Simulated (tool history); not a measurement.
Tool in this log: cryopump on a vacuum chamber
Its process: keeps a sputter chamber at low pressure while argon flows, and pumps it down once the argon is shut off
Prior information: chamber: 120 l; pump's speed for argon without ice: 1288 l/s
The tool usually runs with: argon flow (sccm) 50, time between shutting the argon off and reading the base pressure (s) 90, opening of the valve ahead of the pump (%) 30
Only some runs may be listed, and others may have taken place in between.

run	hour	argon flow (sccm)	time between shutting the argon off and reading the base pressure (s)	opening of the valve ahead of the pump (%)	pressure while argon flows (Pa)	pressure after the wait (uPa)
1	0.0	50	90	30	0.2374	2.25
2	42.3	50	90	30	0.2400	2.28
3	103.2	50	90	30	0.2414	2.35
4	162.1	50	90	30	0.2425	2.40
5	202.2	50	90	26	0.2812	2.37
6	263.8	50	90	26	0.2846	2.45
# hour 276.2: pump warmed up, emptied and cooled again
7	336.0	50	90	26	0.2556	2.03
8	384.7	34	90	30	0.1527	2.13
# hour 401.3: leaking fittings of the chamber tightened, without venting
9	432.8	34	90	30	0.1532	1.28
10	498.3	50	90	30	0.2259	1.34
11	552.8	50	90	30	0.2292	1.29
12	620.6	50	90	31	0.2225	1.34
13	655.1	50	37	31	0.2239	2.86
14	710.0	50	37	31	0.2256	2.77
15	747.6	50	37	31	0.2299	2.87
16	817.1	50	37	22	0.3188	2.91
17	886.9	50	90	30	0.2388	1.43
18	938.1	56	68	26	0.3099	1.85
19	1003.3	42	27	22	0.2719	3.81
20	1062.6	35	86	41	0.1332	1.57
21	1121.4	50	186	30	0.2528	1.07
# hour 1181.6: pump warmed up, emptied and cooled again
22	1181.6	76	202	30	0.3350	0.84
23	1237.2	76	202	30	0.3359	0.83
24	1273.8	40	32	17	0.3125	3.26
25	1322.9	80	161	59	0.1873	0.97
26	1375.9	80	161	59	0.1881	1.04
27	1419.6	80	34	59	0.1893	3.19
28	1475.4	28	34	59	0.0686	3.15
29	1536.3	89	90	30	0.4108	1.54
30	1584.1	89	90	30	0.4109	1.56
31	1646.6	50	90	19	0.3609	1.61
32	1692.0	22	77	19	0.1573	1.78
33	1756.7	50	91	30	0.2379	1.66
34	1824.1	50	91	30	0.2410	1.69

Hidden state or all else? Some run-to-run changes of pressure while argon flows (Pa), split into what the settings, what came in and random variation would give without the hidden state, and what is left for the hidden state (with any gauge scatter that isn't in both results):
The tool's hidden condition here consists of: pump's speed, % of a pump's without ice; cold plate's temperature, K; leak into the chamber, uPa l/s; drift of the gauge itself on working_pa, %; drift of the gauge itself on base_upa, %.
Run 6 -> 7: pump warmed up, emptied and cooled again. pressure while argon flows (Pa) -0.0290: hidden state -0.0281, all else -0.0009.
Run 19 -> 20: argon flow (sccm) 42 -> 35, time between shutting the argon off and reading the base pressure (s) 27 -> 86, opening of the valve ahead of the pump (%) 22 -> 41. pressure while argon flows (Pa) -0.1387: hidden state -0.0017, all else -0.1370.
Run 21 -> 22: argon flow (sccm) 50 -> 76, time between shutting the argon off and reading the base pressure (s) 186 -> 202, pump warmed up, emptied and cooled again. pressure while argon flows (Pa) +0.0822: hidden state -0.0308, all else +0.1130.
Run 28 -> 29: argon flow (sccm) 28 -> 89, time between shutting the argon off and reading the base pressure (s) 34 -> 90, opening of the valve ahead of the pump (%) 59 -> 30. pressure while argon flows (Pa) +0.3422: hidden state +0.0152, all else +0.3270.
Run 31 -> 32: argon flow (sccm) 50 -> 22, time between shutting the argon off and reading the base pressure (s) 90 -> 77. pressure while argon flows (Pa) -0.2036: hidden state -0.0079, all else -0.1957.
